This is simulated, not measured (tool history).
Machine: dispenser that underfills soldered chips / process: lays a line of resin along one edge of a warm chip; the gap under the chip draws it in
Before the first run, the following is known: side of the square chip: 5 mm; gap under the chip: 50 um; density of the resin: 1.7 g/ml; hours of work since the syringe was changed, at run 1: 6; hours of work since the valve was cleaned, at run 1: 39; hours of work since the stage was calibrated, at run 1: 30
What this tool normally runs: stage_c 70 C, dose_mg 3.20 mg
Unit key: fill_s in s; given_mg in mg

run,hour,stage_c,dose_mg,hours of work since the syringe was changed,hours of work since the valve was cleaned,hours of work since the stage was calibrated,fill_s,given_mg
1,0.0,70,3.20,6,39,30,28.9,3.13
2,4.6,80,3.20,10,43,34,23.8,3.13
# hour 5.4: new syringe of resin
3,10.7,70,4.13,4,47,38,26.0,4.02
# hour 15.1: dispensing valve cleaned and set on the balance
4,16.1,68,3.20,8,1,42,32.1,3.20
5,18.7,68,3.20,10,3,44,33.8,3.19
# hour 19.3: new syringe of resin
6,22.6,70,3.27,3,6,47,24.2,3.25
7,28.8,70,3.20,7,11,51,29.2,3.19
# hour 32.3: new syringe of resin
8,33.0,70,3.20,1,14,55,23.2,3.17
9,37.8,70,3.20,4,17,58,26.0,3.20
10,41.9,70,3.20,8,21,62,29.7,3.18
# hour 45.6: new syringe of resin
11,45.8,70,3.20,0,24,64,22.8,3.18
12,50.6,70,3.20,4,27,68,26.7,3.19
13,54.2,70,3.20,7,30,71,29.6,3.14
14,57.7,70,3.75,10,33,74,31.7,3.70
# hour 58.8: new syringe of resin
15,60.9,70,3.51,2,35,76,24.3,3.46
16,67.0,70,3.09,7,40,81,29.0,3.04
17,70.3,70,3.09,9,43,84,31.9,3.02
# hour 71.9: new syringe of resin
18,75.2,70,3.09,3,46,87,24.9,3.02
19,79.2,70,3.09,6,49,90,28.2,3.02
# hour 81.5: dispensing valve cleaned and set on the balance
20,83.5,68,2.92,8,2,93,33.1,2.92
# hour 85.9: new syringe of resin
21,87.6,68,2.92,1,5,96,26.8,2.90
22,91.9,72,3.15,5,8,99,25.7,3.14
23,97.6,71,4.07,9,13,104,30.8,4.04
# hour 99.0: new syringe of resin
24,103.7,71,4.07,4,17,108,25.5,4.04
25,107.9,70,3.20,7,20,112,29.5,3.15
26,110.6,56,2.94,9,22,114,50.9,2.91

Run 27, settings as shown, results not yet in. Your forecast:
# hour 111.9: new syringe of resin
27,115.0,84,3.20,2,26,117,?,?

fill_s: 16.7 s
given_mg: 3.19 mg
Minus the tool's unlogged condition, the same run would have read fill_s 15.1 s, given_mg 3.23 mg.
